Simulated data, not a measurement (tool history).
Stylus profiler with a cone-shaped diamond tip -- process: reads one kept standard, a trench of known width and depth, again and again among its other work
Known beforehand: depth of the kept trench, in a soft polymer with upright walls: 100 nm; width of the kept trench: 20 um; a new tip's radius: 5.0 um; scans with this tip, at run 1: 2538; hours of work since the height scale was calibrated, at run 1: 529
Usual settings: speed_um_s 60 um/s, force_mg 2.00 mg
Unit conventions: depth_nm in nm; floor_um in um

run,hour,speed_um_s,force_mg,scans with this tip,hours of work since the height scale was calibrated,depth_nm,floor_um
1,0.0,60,2.00,2538,529,100.33,17.74
2,38.3,60,2.00,2679,558,100.19,17.75
3,78.9,60,2.00,2829,590,100.33,17.78
4,121.2,60,2.00,2985,622,100.32,17.74
5,158.2,60,2.00,3122,650,100.24,17.73
6,186.6,60,2.00,3226,672,100.21,17.77
7,219.1,60,0.80,3346,697,99.96,17.68
8,254.4,60,2.00,3477,724,100.13,17.72
9,272.8,60,0.97,3544,739,100.11,17.71
10,311.7,21,2.00,3688,768,100.18,17.83
11,347.2,21,2.00,3819,796,100.18,17.82
12,374.3,21,4.98,3919,817,100.70,17.80
13,391.5,21,4.98,3982,830,100.66,17.78
14,412.1,21,4.98,4058,846,100.63,17.86
15,438.9,21,4.98,4157,866,100.62,17.84
16,476.8,21,4.98,4297,895,100.62,17.79
17,513.1,21,4.98,4431,923,100.66,17.80
18,552.3,60,2.00,4575,953,100.13,17.76
19,591.0,60,2.00,4718,983,100.15,17.72
20,620.0,60,2.00,4825,1005,100.12,17.68
21,647.4,60,2.00,4926,1026,100.08,17.72
22,674.1,137,2.00,5025,1047,100.15,17.55
23,701.8,63,2.00,5127,1068,100.12,17.65
24,721.8,60,2.00,5200,1084,100.07,17.70
25,757.8,32,2.20,5333,1111,100.11,17.75
26,788.3,130,1.15,5446,1135,99.85,17.51
27,815.0,21,3.98,5544,1155,100.45,17.79
28,845.2,60,3.23,5656,1179,100.23,17.71
29,887.6,60,0.81,5812,1211,99.86,17.61
30,929.9,40,1.74,5968,1244,100.01,17.69
31,969.4,40,1.74,6114,1274,100.00,17.69
32,1000.4,40,1.74,6228,1298,100.03,17.70
33,1022.7,51,0.69,6310,1315,99.70,17.57
34,1063.9,25,1.26,6463,1347,99.79,17.75
35,1100.9,21,1.26,6599,1375,99.87,17.70
36,1131.5,21,1.26,6712,1399,99.86,17.74
37,1153.7,160,2.00,6794,1416,99.80,17.43
38,1193.5,19,1.70,6941,1446,99.92,17.65
39,1215.1,22,3.50,7020,1463,100.22,17.76
40,1235.0,144,3.50,7094,1478,100.19,17.57
41,1256.8,23,5.44,7174,1495,100.42,17.73
42,1276.6,23,5.44,7247,1510,100.42,17.75
43,1313.6,17,5.05,7383,1539,100.43,17.70
44,1339.8,91,5.05,7480,1559,100.45,17.65
45,1380.5,209,2.62,7630,1590,100.01,17.31
46,1409.5,19,4.22,7737,1612,100.29,17.69
47,1440.7,191,4.39,7852,1636,100.27,17.44
48,1476.5,60,3.24,7985,1664,100.05,17.58

Below, some changes in depth_nm between adjacent runs. For each, the amount present without the hidden state too (settings, incoming material, random variation) and the amount remaining for the hidden state with gauge scatter not shared by both compared results:
Hidden state at play: radius of the tip, um; height scale over the true one, %; drift of the gauge itself on depth_nm, %; drift of the gauge itself on floor_um, %.
Run 2 -> 3: settings left as they were, no log entry in between. depth_nm +0.14 nm: hidden state -0.02, all else +0.16.
Run 7 -> 8: force_mg 0.80 -> 2.00. depth_nm +0.17 nm: hidden state -0.02, all else +0.19.
Run 10 -> 11: settings left as they were, no log entry in between. depth_nm +0.00 nm: hidden state -0.02, all else +0.02.
Run 11 -> 12: force_mg 2.00 -> 4.98. depth_nm +0.52 nm: hidden state -0.01, all else +0.53.
Run 17 -> 18: speed_um_s 21 -> 60, force_mg 4.98 -> 2.00. depth_nm -0.53 nm: hidden state -0.02, all else -0.51.
Run 26 -> 27: speed_um_s 130 -> 21, force_mg 1.15 -> 3.98. depth_nm +0.60 nm: hidden state -0.01, all else +0.61.
